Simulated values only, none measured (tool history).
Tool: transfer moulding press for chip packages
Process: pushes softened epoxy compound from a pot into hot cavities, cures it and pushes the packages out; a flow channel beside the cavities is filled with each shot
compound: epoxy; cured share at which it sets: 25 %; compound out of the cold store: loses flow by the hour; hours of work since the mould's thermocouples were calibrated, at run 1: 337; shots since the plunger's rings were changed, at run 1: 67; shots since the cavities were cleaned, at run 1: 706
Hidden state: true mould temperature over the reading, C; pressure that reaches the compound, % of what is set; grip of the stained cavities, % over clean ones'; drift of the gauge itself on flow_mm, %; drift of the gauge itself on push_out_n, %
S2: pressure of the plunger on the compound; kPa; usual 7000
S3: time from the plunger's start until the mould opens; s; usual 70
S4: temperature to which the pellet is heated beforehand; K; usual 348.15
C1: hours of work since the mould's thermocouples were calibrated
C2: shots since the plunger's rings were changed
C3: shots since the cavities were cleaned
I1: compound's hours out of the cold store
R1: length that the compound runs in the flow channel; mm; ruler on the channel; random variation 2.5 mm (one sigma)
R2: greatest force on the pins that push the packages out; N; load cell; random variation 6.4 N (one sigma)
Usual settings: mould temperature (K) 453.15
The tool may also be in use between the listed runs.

{"run": 1, "hour": 0.0, "mould temperature (K)": 453.15, "S2": 7000, "S3": 70, "S4": 348.15, "C1": 337, "C2": 67, "C3": 706, "I1": 13.3, "R1": 734, "R2": 415}
{"hour": 13.4, "done": "cavities cleaned with cleaning compound and waxed"}
{"run": 2, "hour": 36.8, "mould temperature (K)": 454.15, "S2": 7000, "S3": 70, "S4": 348.15, "C1": 361, "C2": 673, "C3": 402, "I1": 11.4, "R1": 732, "R2": 479}
{"hour": 70.3, "done": "mould's thermocouples calibrated"}
{"hour": 71.8, "done": "cavities cleaned with cleaning compound and waxed"}
{"run": 3, "hour": 102.0, "mould temperature (K)": 456.15, "S2": 7000, "S3": 70, "S4": 348.15, "C1": 21, "C2": 1734, "C3": 520, "I1": 40.3, "R1": 658, "R2": 310}
{"hour": 129.1, "done": "cavities cleaned with cleaning compound and waxed"}
{"run": 4, "hour": 145.2, "mould temperature (K)": 453.15, "S2": 7000, "S3": 70, "S4": 348.15, "C1": 50, "C2": 2449, "C3": 276, "I1": 14.4, "R1": 711, "R2": 364}
{"hour": 180.2, "done": "plunger's sealing rings changed"}
{"hour": 188.8, "done": "cavities cleaned with cleaning compound and waxed"}
{"run": 5, "hour": 208.8, "mould temperature (K)": 453.15, "S2": 7000, "S3": 53, "S4": 348.15, "C1": 91, "C2": 466, "C3": 344, "I1": 11.8, "R1": 729, "R2": 742}
{"hour": 243.1, "done": "cavities cleaned with cleaning compound and waxed"}
{"run": 6, "hour": 260.2, "mould temperature (K)": 453.15, "S2": 7000, "S3": 53, "S4": 348.15, "C1": 125, "C2": 1323, "C3": 293, "I1": 34.6, "R1": 672, "R2": 708}
{"hour": 294.5, "done": "cavities cleaned with cleaning compound and waxed"}
{"run": 7, "hour": 333.2, "mould temperature (K)": 453.15, "S2": 7000, "S3": 53, "S4": 348.15, "C1": 175, "C2": 2552, "C3": 665, "I1": 31.8, "R1": 667, "R2": 873}
{"hour": 347.4, "done": "cavities cleaned with cleaning compound and waxed"}
{"hour": 364.3, "done": "plunger's sealing rings changed"}
{"hour": 404.7, "done": "cavities cleaned with cleaning compound and waxed"}
{"run": 8, "hour": 404.7, "mould temperature (K)": 453.15, "S2": 7000, "S3": 53, "S4": 348.15, "C1": 220, "C2": 667, "C3": 0, "I1": 28.3, "R1": 694, "R2": 569}
{"hour": 435.7, "done": "cavities cleaned with cleaning compound and waxed, once more"}
{"run": 9, "hour": 446.2, "mould temperature (K)": 453.15, "S2": 7000, "S3": 53, "S4": 348.15, "C1": 248, "C2": 1354, "C3": 180, "I1": 46.6, "R1": 651, "R2": 657}
{"hour": 490.9, "done": "cavities cleaned with cleaning compound and waxed"}
{"run": 10, "hour": 517.3, "mould temperature (K)": 453.15, "S2": 7000, "S3": 53, "S4": 348.15, "C1": 296, "C2": 2550, "C3": 454, "I1": 26.3, "R1": 686, "R2": 816}
{"hour": 542.0, "done": "cavities cleaned with cleaning compound and waxed"}
{"hour": 549.5, "done": "plunger's sealing rings changed"}
{"run": 11, "hour": 590.6, "mould temperature (K)": 453.15, "S2": 7000, "S3": 88, "S4": 348.15, "C1": 344, "C2": 706, "C3": 792, "I1": 33.7, "R1": 683, "R2": 273}
{"hour": 599.4, "done": "cavities cleaned with cleaning compound and waxed"}
{"run": 12, "hour": 630.3, "mould temperature (K)": 453.15, "S2": 7000, "S3": 88, "S4": 348.15, "C1": 370, "C2": 1362, "C3": 532, "I1": 21.4, "R1": 707, "R2": 264}
{"hour": 649.8, "done": "mould's thermocouples calibrated"}
{"hour": 656.0, "done": "cavities cleaned with cleaning compound and waxed"}
{"run": 13, "hour": 672.5, "mould temperature (K)": 446.15, "S2": 6140, "S3": 70, "S4": 341.15, "C1": 15, "C2": 2026, "C3": 283, "I1": 19.4, "R1": 670, "R2": 532}
{"hour": 708.2, "done": "cavities cleaned with cleaning compound and waxed"}
{"run": 14, "hour": 712.0, "mould temperature (K)": 446.15, "S2": 6140, "S3": 70, "S4": 341.15, "C1": 41, "C2": 2679, "C3": 64, "I1": 9.7, "R1": 683, "R2": 480}
{"hour": 737.4, "done": "plunger's sealing rings changed"}
{"hour": 764.8, "done": "cavities cleaned with cleaning compound and waxed"}
{"run": 15, "hour": 776.2, "mould temperature (K)": 446.15, "S2": 6140, "S3": 70, "S4": 341.15, "C1": 82, "C2": 641, "C3": 196, "I1": 45.2, "R1": 622, "R2": 528}
{"hour": 816.0, "done": "cavities cleaned with cleaning compound and waxed"}
{"run": 16, "hour": 856.0, "mould temperature (K)": 446.15, "S2": 6140, "S3": 70, "S4": 341.15, "C1": 137, "C2": 1987, "C3": 687, "I1": 14.8, "R1": 684, "R2": 706}
{"hour": 867.6, "done": "cavities cleaned with cleaning compound and waxed"}
{"hour": 916.4, "done": "plunger's sealing rings changed"}
{"run": 17, "hour": 916.4, "mould temperature (K)": 453.15, "S2": 7000, "S3": 87, "S4": 358.15, "C1": 175, "C2": 0, "C3": 796, "I1": 21.5, "R1": 711, "R2": 298}
{"hour": 921.9, "done": "cavities cleaned with cleaning compound and waxed"}
{"hour": 975.9, "done": "cavities cleaned with cleaning compound and waxed"}
{"run": 18, "hour": 978.7, "mould temperature (K)": 459.15, "S2": 7000, "S3": 85, "S4": 352.15, "C1": 216, "C2": 1020, "C3": 49, "I1": 24.7, "R1": 685, "R2": 178}
{"hour": 1028.3, "done": "cavities cleaned with cleaning compound and waxed"}
{"run": 19, "hour": 1065.8, "mould temperature (K)": 459.15, "S2": 7000, "S3": 85, "S4": 352.15, "C1": 276, "C2": 2490, "C3": 644, "I1": 8.2, "R1": 712, "R2": 247}
{"hour": 1086.2, "done": "cavities cleaned with cleaning compound and waxed"}
{"hour": 1097.2, "done": "plunger's sealing rings changed"}
{"run": 20, "hour": 1136.7, "mould temperature (K)": 456.15, "S2": 7000, "S3": 74, "S4": 352.15, "C1": 322, "C2": 680, "C3": 825, "I1": 16.5, "R1": 712, "R2": 311}

Forecast run 21:
{"hour": 1145.5, "done": "cavities cleaned with cleaning compound and waxed"}
{"hour": 1197.1, "done": "cavities cleaned with cleaning compound and waxed"}
{"run": 21, "hour": 1205.7, "mould temperature (K)": 457.15, "S2": 5980, "S3": 89, "S4": 357.15, "C1": 367, "C2": 1813, "C3": 148, "I1": 37.4, "R1": "?", "R2": "?"}

R1: 609 mm
R2: 192 N
Without the tool's hidden state the same run would have given R1 622 mm, R2 159 N.
